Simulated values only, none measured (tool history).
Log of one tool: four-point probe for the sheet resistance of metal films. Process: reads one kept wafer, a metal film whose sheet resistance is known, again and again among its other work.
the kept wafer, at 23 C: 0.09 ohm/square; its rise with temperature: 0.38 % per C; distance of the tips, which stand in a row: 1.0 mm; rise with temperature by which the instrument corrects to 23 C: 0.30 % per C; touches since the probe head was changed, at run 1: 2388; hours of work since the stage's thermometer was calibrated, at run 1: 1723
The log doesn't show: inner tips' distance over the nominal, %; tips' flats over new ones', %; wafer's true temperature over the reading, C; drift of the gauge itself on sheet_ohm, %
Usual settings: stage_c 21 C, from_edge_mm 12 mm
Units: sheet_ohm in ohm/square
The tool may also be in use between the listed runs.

| run | day | stage_c | from_edge_mm | touches since the probe head was changed | hours of work since the stage's thermometer was calibrated | sheet_ohm |
|---|---|---|---|---|---|---|
| 1 | 0 | 21 | 12 | 2388 | 1723 | 0.090006 |
| 2 | 0.954 | 21 | 12 | 2664 | 1733 | 0.090024 |
| 3 | 1.671 | 21 | 12 | 2872 | 1741 | 0.090008 |
| 4 | 2.417 | 21 | 12 | 3088 | 1749 | 0.089989 |
| 5 | 2.979 | 21 | 9 | 3251 | 1755 | 0.090251 |
| 6 | 3.596 | 21 | 12 | 3430 | 1762 | 0.089967 |
| 7 | 4.767 | 21 | 12 | 3769 | 1774 | 0.090023 |
| 8 | 5.546 | 21 | 12 | 3995 | 1783 | 0.089962 |
| 9 | 6.333 | 21 | 12 | 4224 | 1791 | 0.089995 |
| 10 | 7.017 | 21 | 12 | 4421 | 1798 | 0.090018 |
| 11 | 7.904 | 21 | 12 | 4678 | 1808 | 0.089997 |
| 12 | 8.483 | 24 | 12 | 4846 | 1814 | 0.090208 |
| 13 | 9.167 | 24 | 12 | 5045 | 1821 | 0.090189 |
| 14 | 10.338 | 24 | 12 | 5383 | 1834 | 0.090189 |
| 15 | 10.975 | 21 | 12 | 5569 | 1841 | 0.089994 |
| 16 | 11.85 | 23 | 12 | 5822 | 1850 | 0.09014 |
| 17 | 12.967 | 23 | 12 | 6145 | 1862 | 0.090105 |
| 18 | 13.979 | 23 | 12 | 6439 | 1873 | 0.090155 |
| 19 | 14.508 | 21 | 12 | 6593 | 1879 | 0.09 |
| 20 | 15.562 | 21 | 12 | 6898 | 1890 | 0.089962 |
| 21 | 16.529 | 21 | 6 | 7179 | 1900 | 0.090967 |
| 22 | 17.342 | 20 | 12 | 7414 | 1909 | 0.089909 |
| 23 | 17.875 | 20 | 12 | 7569 | 1915 | 0.089895 |
| 24 | 18.388 | 18 | 28 | 7716 | 1920 | 0.089485 |
| 25 | 19.225 | 21 | 12 | 7959 | 1929 | 0.089993 |
| 26 | 20.175 | 32 | 7 | 8234 | 1939 | 0.091385 |
| 27 | 21.017 | 28 | 13 | 8479 | 1948 | 0.090367 |
| 28 | 21.562 | 31 | 3 | 8637 | 1954 | 0.095375 |
| 29 | 22.733 | 31 | 3 | 8977 | 1967 | 0.095394 |
| 30 | 23.238 | 27 | 72 | 9123 | 1972 | 0.090067 |
| 31 | 23.858 | 27 | 72 | 9302 | 1979 | 0.090073 |
| 32 | 24.946 | 27 | 72 | 9618 | 1990 | 0.090072 |
| 33 | 25.942 | 21 | 11 | 9906 | 2001 | 0.090056 |
| 34 | 26.754 | 21 | 62 | 10141 | 2010 | 0.089659 |
| 35 | 27.312 | 21 | 62 | 10304 | 2016 | 0.08968 |
| 36 | 28.058 | 21 | 62 | 10519 | 2024 | 0.089667 |
| 37 | 29.008 | 27 | 6 | 10795 | 2034 | 0.091353 |
| 38 | 29.896 | 27 | 6 | 11053 | 2043 | 0.09135 |
| 39 | 30.508 | 30 | 20 | 11230 | 2050 | 0.090354 |
| 40 | 31.254 | 27 | 22 | 11446 | 2058 | 0.090117 |
| 41 | 32.342 | 25 | 4 | 11762 | 2069 | 0.092859 |
| 42 | 33.288 | 30 | 6 | 12035 | 2080 | 0.091535 |
| 43 | 34.192 | 24 | 44 | 12298 | 2089 | 0.089857 |
| 44 | 34.733 | 21 | 20 | 12455 | 2095 | 0.089729 |
| 45 | 35.533 | 21 | 20 | 12686 | 2104 | 0.08976 |
| 46 | 36.638 | 33 | 4 | 13007 | 2115 | 0.093394 |

Forecast each of these 3 alternatives for the next run:
| A | 37.225 | 23 | 53 | 13177 | 2122 | ? |
| B | 37.225 | 30 | 12 | 13177 | 2122 | ? |
| C | 37.225 | 21 | 4 | 13177 | 2122 | ? |

| run | sheet_ohm |
|---|---|
| A | 0.089759 |
| B | 0.090558 |
| C | 0.092541 |
Without the tool's hidden state the same runs would have given:
| run | sheet_ohm |
|---|---|
| A | 0.090001 |
| B | 0.090806 |
| C | 0.092788 |

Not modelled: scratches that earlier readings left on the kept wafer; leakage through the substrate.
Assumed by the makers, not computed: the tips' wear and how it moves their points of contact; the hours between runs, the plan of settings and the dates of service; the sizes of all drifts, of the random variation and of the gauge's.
